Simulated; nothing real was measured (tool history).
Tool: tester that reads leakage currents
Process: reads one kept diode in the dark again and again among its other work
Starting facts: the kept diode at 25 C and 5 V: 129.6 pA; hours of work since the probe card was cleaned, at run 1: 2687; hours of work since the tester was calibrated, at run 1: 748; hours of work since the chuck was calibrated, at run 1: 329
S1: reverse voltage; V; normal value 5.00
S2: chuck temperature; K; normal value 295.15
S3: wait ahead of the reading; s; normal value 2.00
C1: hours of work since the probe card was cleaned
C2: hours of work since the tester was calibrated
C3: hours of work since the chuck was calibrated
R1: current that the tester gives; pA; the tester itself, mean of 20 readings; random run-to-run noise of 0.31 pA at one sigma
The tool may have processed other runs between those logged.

Run 1, hour 0.0: usual settings; C1 2687; C2 748; C3 329. Result: R1 100.81 pA.
Run 2, hour 22.6: usual settings but S3 2.71 s; C1 2701; C2 762; C3 343. Result: R1 101.06 pA.
Run 3, hour 64.7: usual settings but S2 309.15 K; C1 2728; C2 789; C3 370. Result: R1 322.69 pA.
Run 4, hour 87.6: usual settings but S2 309.15 K; C1 2743; C2 803; C3 384. Result: R1 323.77 pA.
Run 5, hour 110.2: usual settings; C1 2757; C2 818; C3 399. Result: R1 100.77 pA.
Run 6, hour 156.8: usual settings but S1 5.50 V; C1 2787; C2 847; C3 428. Result: R1 104.78 pA.
Run 7, hour 190.5: usual settings but S1 5.50 V, S3 6.59 s; C1 2808; C2 868; C3 450. Result: R1 104.74 pA.
Run 8, hour 228.0: usual settings but S1 5.50 V, S3 6.59 s; C1 2832; C2 892; C3 474. Result: R1 103.96 pA.
Run 9, hour 264.7: usual settings but S1 2.93 V, S3 6.59 s; C1 2855; C2 916; C3 497. Result: R1 81.69 pA.
Run 10, hour 292.5: usual settings but S1 2.93 V, S3 6.59 s; C1 2873; C2 933; C3 514. Result: R1 80.95 pA.
Run 11, hour 331.5: usual settings; C1 2897; C2 958; C3 539. Result: R1 100.54 pA.
Run 12, hour 377.7: usual settings; C1 2927; C2 987; C3 569. Result: R1 100.92 pA.
Run 13, hour 407.7: usual settings but S1 8.31 V; C1 2946; C2 1006; C3 588. Result: R1 122.93 pA.
Run 14, hour 448.8: usual settings but S2 303.15 K; C1 2972; C2 1032; C3 614. Result: R1 198.45 pA.
Run 15, hour 473.6: usual settings but S3 1.82 s; C1 2988; C2 1048; C3 629. Result: R1 101.06 pA.
Run 16, hour 513.4: usual settings but S3 1.82 s; C1 3013; C2 1073; C3 655. Result: R1 101.24 pA.
Run 17, hour 542.8: usual settings but S3 1.82 s; C1 3032; C2 1092; C3 673. Result: R1 101.81 pA.
Run 18, hour 582.3: usual settings but S2 315.15 K, S3 1.82 s; C1 3057; C2 1117; C3 698. Result: R1 517.58 pA.
Run 19, hour 609.2: usual settings but S3 1.07 s; C1 3074; C2 1134; C3 715. Result: R1 101.65 pA.
Run 20, hour 655.6: usual settings but S2 330.15 K; C1 3103; C2 1163; C3 745. Result: R1 1559.98 pA.
Run 21, hour 684.6: usual settings but S2 330.15 K; C1 3121; C2 1182; C3 763. Result: R1 1570.62 pA.
At hour 704.2: chuck's temperature calibrated.
Run 22, hour 715.5: usual settings but S2 330.15 K; C1 3140; C2 1200; C3 7. Result: R1 1551.97 pA.
Run 23, hour 754.5: usual settings but S2 330.15 K, S3 8.55 s; C1 3164; C2 1225; C3 32. Result: R1 1560.28 pA.
Run 24, hour 803.8: usual settings but S2 330.15 K, S3 8.55 s; C1 3196; C2 1256; C3 63. Result: R1 1556.44 pA.
Run 25, hour 834.9: usual settings but S1 16.00 V, S2 330.15 K, S3 8.55 s; C1 3216; C2 1276; C3 83. Result: R1 2440.48 pA.
Run 26, hour 859.5: usual settings but S1 6.92 V, S3 2.24 s; C1 3231; C2 1292; C3 98. Result: R1 114.15 pA.
At hour 884.6: probe card cleaned and baked.
Run 27, hour 888.6: usual settings but S1 6.31 V, S3 1.10 s; C1 3; C2 1308; C3 115. Result: R1 111.40 pA.
Run 28, hour 915.8: usual settings but S1 1.26 V, S2 307.15 K; C1 20; C2 1325; C3 132. Result: R1 162.96 pA.
Run 29, hour 951.0: usual settings but S1 15.74 V, S2 304.15 K, S3 4.37 s; C1 42; C2 1348; C3 155. Result: R1 336.12 pA.
Run 30, hour 987.0: usual settings but S2 322.15 K, S3 0.46 s; C1 65; C2 1371; C3 177. Result: R1 884.61 pA.
Run 31, hour 1027.5: usual settings but S1 6.96 V, S2 303.15 K, S3 0.57 s; C1 91; C2 1396; C3 203. Result: R1 230.01 pA.
Run 32, hour 1069.9: usual settings but S1 6.96 V, S2 303.15 K, S3 0.57 s; C1 118; C2 1423; C3 230. Result: R1 230.70 pA.
Run 33, hour 1095.3: usual settings but S1 6.96 V, S2 303.15 K, S3 0.57 s; C1 134; C2 1439; C3 246. Result: R1 229.21 pA.
Run 34, hour 1119.3: usual settings but S2 324.15 K; C1 149; C2 1454; C3 261. Result: R1 1017.69 pA.
Run 35, hour 1163.1: usual settings but S1 7.80 V, S2 324.15 K; C1 177; C2 1482; C3 289. Result: R1 1206.61 pA.
Run 36, hour 1206.3: usual settings but S1 16.58 V, S2 305.15 K; C1 204; C2 1510; C3 317. Result: R1 372.19 pA.
Run 37, hour 1250.8: usual settings but S1 16.58 V, S2 305.15 K, S3 0.39 s; C1 232; C2 1538; C3 345. Result: R1 384.93 pA.
Run 38, hour 1271.7: usual settings but S1 16.58 V, S2 312.15 K, S3 6.63 s; C1 246; C2 1551; C3 358. Result: R1 649.26 pA.
Run 39, hour 1298.7: usual settings but S1 16.58 V, S2 318.15 K, S3 2.23 s; C1 263; C2 1568; C3 375. Result: R1 1037.96 pA.

What differs in the tool's unlogged condition from the final listed run ahead of each entry between runs to the first listed run following it?
Runs 21 to 22: chuck's temperature calibrated (hour 704.2)
  no hidden state differs between the two runs
Runs 26 to 27: probe card cleaned and baked (hour 884.6)
  stray current of the dirty probe card, pA a volt: 0.028 -> 0.02

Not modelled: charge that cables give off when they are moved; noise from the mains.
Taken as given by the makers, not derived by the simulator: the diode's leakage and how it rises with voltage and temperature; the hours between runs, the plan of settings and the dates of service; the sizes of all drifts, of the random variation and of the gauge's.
